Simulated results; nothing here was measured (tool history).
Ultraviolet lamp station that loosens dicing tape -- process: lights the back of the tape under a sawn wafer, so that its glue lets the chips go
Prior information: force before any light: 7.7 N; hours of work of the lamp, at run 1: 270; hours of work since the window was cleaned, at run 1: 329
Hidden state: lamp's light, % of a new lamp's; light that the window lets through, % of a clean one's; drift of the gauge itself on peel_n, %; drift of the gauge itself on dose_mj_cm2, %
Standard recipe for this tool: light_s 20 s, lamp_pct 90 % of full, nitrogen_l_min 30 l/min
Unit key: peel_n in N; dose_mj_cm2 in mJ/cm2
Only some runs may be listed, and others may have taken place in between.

| run | hour | light_s | lamp_pct | nitrogen_l_min | hours of work of the lamp | hours of work since the window was cleaned | peel_n | dose_mj_cm2 |
|---|---|---|---|---|---|---|---|---|
| 1 | 0.0 | 20 | 90 | 30 | 270 | 329 | 0.126 | 382 |
| 2 | 12.3 | 20 | 90 | 30 | 277 | 336 | 0.135 | 376 |
|  | 18.2 | window cleaned of glue's vapour |
| 3 | 18.7 | 20 | 90 | 30 | 280 | 0 | 0.145 | 366 |
| 4 | 25.6 | 20 | 90 | 30 | 284 | 4 | 0.144 | 369 |
| 5 | 31.3 | 20 | 90 | 30 | 288 | 8 | 0.149 | 373 |
| 6 | 41.3 | 20 | 90 | 30 | 294 | 13 | 0.142 | 370 |
|  | 53.7 | window cleaned of glue's vapour, once more |
| 7 | 53.7 | 20 | 90 | 30 | 300 | 0 | 0.104 | 403 |
| 8 | 64.3 | 20 | 90 | 30 | 307 | 6 | 0.113 | 404 |
| 9 | 69.9 | 20 | 90 | 30 | 310 | 9 | 0.118 | 403 |
| 10 | 75.4 | 20 | 90 | 30 | 313 | 13 | 0.118 | 405 |
| 11 | 87.4 | 20 | 87 | 30 | 320 | 19 | 0.130 | 387 |
| 12 | 99.9 | 20 | 87 | 30 | 327 | 27 | 0.132 | 390 |
| 13 | 110.8 | 20 | 90 | 30 | 333 | 33 | 0.119 | 399 |
| 14 | 117.8 | 20 | 90 | 30 | 337 | 37 | 0.111 | 400 |
| 15 | 124.4 | 20 | 90 | 30 | 341 | 41 | 0.113 | 397 |
| 16 | 129.8 | 20 | 90 | 30 | 344 | 44 | 0.119 | 403 |
| 17 | 135.4 | 20 | 87 | 20 | 348 | 47 | 0.168 | 383 |
| 18 | 143.6 | 20 | 87 | 20 | 352 | 52 | 0.176 | 383 |
| 19 | 152.3 | 17 | 77 | 34 | 357 | 57 | 0.260 | 291 |
| 20 | 160.5 | 12 | 90 | 30 | 362 | 62 | 0.484 | 242 |
| 21 | 165.8 | 32 | 90 | 36 | 365 | 65 | 0.050 | 634 |

Forecast run 22:
| 22 | 176.8 | 39 | 90 | 36 | 372 | 71 | ? | ? |

{"run 22": {"peel_n": 0.052, "dose_mj_cm2": 766}}
Without the tool's hidden state the same run would have given peel_n 0.051 N, dose_mj_cm2 853 mJ/cm2.

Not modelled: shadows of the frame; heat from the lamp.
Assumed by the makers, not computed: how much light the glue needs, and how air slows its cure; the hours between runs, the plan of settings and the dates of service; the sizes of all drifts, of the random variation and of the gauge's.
